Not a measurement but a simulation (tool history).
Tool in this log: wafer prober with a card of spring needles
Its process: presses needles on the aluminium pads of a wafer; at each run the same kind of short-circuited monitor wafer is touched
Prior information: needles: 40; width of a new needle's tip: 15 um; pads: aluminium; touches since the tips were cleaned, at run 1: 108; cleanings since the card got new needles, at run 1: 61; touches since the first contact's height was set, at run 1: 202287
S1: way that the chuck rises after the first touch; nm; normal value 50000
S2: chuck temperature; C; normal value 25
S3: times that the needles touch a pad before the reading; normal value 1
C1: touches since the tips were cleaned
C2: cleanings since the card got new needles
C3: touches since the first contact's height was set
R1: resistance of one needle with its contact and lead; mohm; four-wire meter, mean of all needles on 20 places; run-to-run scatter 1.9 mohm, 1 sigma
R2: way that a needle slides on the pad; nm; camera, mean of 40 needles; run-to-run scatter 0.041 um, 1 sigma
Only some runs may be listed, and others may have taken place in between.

run,day,S1,S2,S3,C1,C2,C3,R1,R2
1,0.000,50000,25,1,108,61,202287,213,9670
# day 0.275: tips cleaned on abrasive film
2,0.396,50000,25,1,1289,62,206443,231,9620
# day 0.562: tips cleaned on abrasive film
# day 0.712: height of the first contact set anew
3,0.712,50000,25,1,1446,63,20,238,9510
# day 0.879: tips cleaned on abrasive film
4,0.967,50000,25,1,889,64,2647,226,9510
# day 1.192: tips cleaned on abrasive film
5,1.400,50000,25,1,2176,65,7206,244,9530
# day 1.496: tips cleaned on abrasive film
6,1.658,50000,25,1,1713,66,9917,237,9510
# day 1.804: tips cleaned on abrasive film
7,2.033,50000,66,1,2430,67,13877,256,9460
# day 2.104: tips cleaned on abrasive film
# day 2.179: height of the first contact set anew, once more
# day 2.408: tips cleaned on abrasive film
8,2.475,50000,66,1,677,69,3082,231,10370
# day 2.700: tips cleaned on abrasive film
9,2.862,50000,66,1,1747,70,7179,241,10320
# day 2.988: tips cleaned on abrasive film
10,3.088,50000,25,1,1104,71,9537,222,10370
# day 3.292: tips cleaned on abrasive film
11,3.417,50000,25,1,1340,72,12981,231,10320
# day 3.596: tips cleaned on abrasive film
# day 3.879: tips cleaned on abrasive film
12,3.900,50000,25,1,211,74,17996,214,10310
# day 4.175: tips cleaned on abrasive film
13,4.375,50000,25,1,2118,75,23011,237,10300
# day 4.458: tips cleaned on abrasive film
14,4.642,50000,25,1,1907,76,25774,237,10250
# day 4.767: tips cleaned on abrasive film
15,4.929,50000,25,1,1724,77,28798,234,10290
# day 5.075: tips cleaned on abrasive film
# day 5.379: tips cleaned on abrasive film
16,5.400,50000,25,1,248,79,33726,218,10210
# day 5.667: tips cleaned on abrasive film
17,5.688,50000,25,1,201,80,36698,212,10220
# day 5.958: tips cleaned on abrasive film
18,6.183,62000,117,3,2407,81,41937,234,12630
# day 6.254: tips cleaned on abrasive film
19,6.504,39000,120,2,2659,82,45296,271,7860
# day 6.546: tips cleaned on abrasive film
# day 6.833: tips cleaned on abrasive film
20,6.950,34000,98,1,1259,84,49956,272,6850
# day 7.121: tips cleaned on abrasive film
21,7.179,34000,98,1,628,85,52319,254,6820
# day 7.417: tips cleaned on abrasive film
22,7.596,61000,31,1,1883,86,56698,225,12390
# day 7.717: tips cleaned on abrasive film
23,7.871,61000,31,1,1644,87,59573,229,12400
# day 8.000: tips cleaned on abrasive film
# day 8.300: tips cleaned on abrasive film
24,8.367,62000,87,1,738,89,64782,232,12590
# day 8.617: tips cleaned on abrasive film
25,8.625,50000,30,2,76,90,67447,210,10150
# day 8.938: tips cleaned on abrasive film
26,9.042,68000,28,1,1107,91,71828,213,13840
# day 9.258: tips cleaned on abrasive film
27,9.258,68000,28,1,0,92,74098,207,13740
# day 9.567: tips cleaned on abrasive film
28,9.704,68000,28,1,1428,93,78766,218,13860
# day 9.875: tips cleaned on abrasive film
29,10.096,50000,25,1,2345,94,82905,242,10060
# day 10.162: tips cleaned on abrasive film
30,10.325,50000,25,2,1742,95,85284,225,10040
# day 10.446: tips cleaned on abrasive film
31,10.592,50000,95,2,1543,96,88074,238,10060
# day 10.742: tips cleaned on abrasive film
32,10.846,35000,51,3,1077,97,90710,238,6950
# day 11.029: tips cleaned on abrasive film
33,11.267,65000,25,1,2501,98,95137,229,13130

Hidden state or all else? Some run-to-run changes of R1, split into what the settings, what came in and random variation would give without the hidden state, and what is left for the hidden state (with any gauge scatter that isn't in both results):
The hidden state here: debris on the tips, nm; way that the needles fall short of the set height, um; tips' diameter, um; drift of the gauge itself on contact_mohm, %; drift of the gauge itself on scrub_um, %.
Run 7 -> 8: tips cleaned on abrasive film, height of the first contact set anew, once more, tips cleaned on abrasive film. R1 -25 mohm: hidden state -23, all else -2.
Run 12 -> 13: tips cleaned on abrasive film. R1 +23 mohm: hidden state +22, all else +1.
Run 18 -> 19: S1 62000 -> 39000, S2 117 -> 120, S3 3 -> 2, tips cleaned on abrasive film. R1 +37 mohm: hidden state +22, all else +15.
Run 21 -> 22: S1 34000 -> 61000, S2 98 -> 31, tips cleaned on abrasive film. R1 -29 mohm: hidden state -4, all else -25.
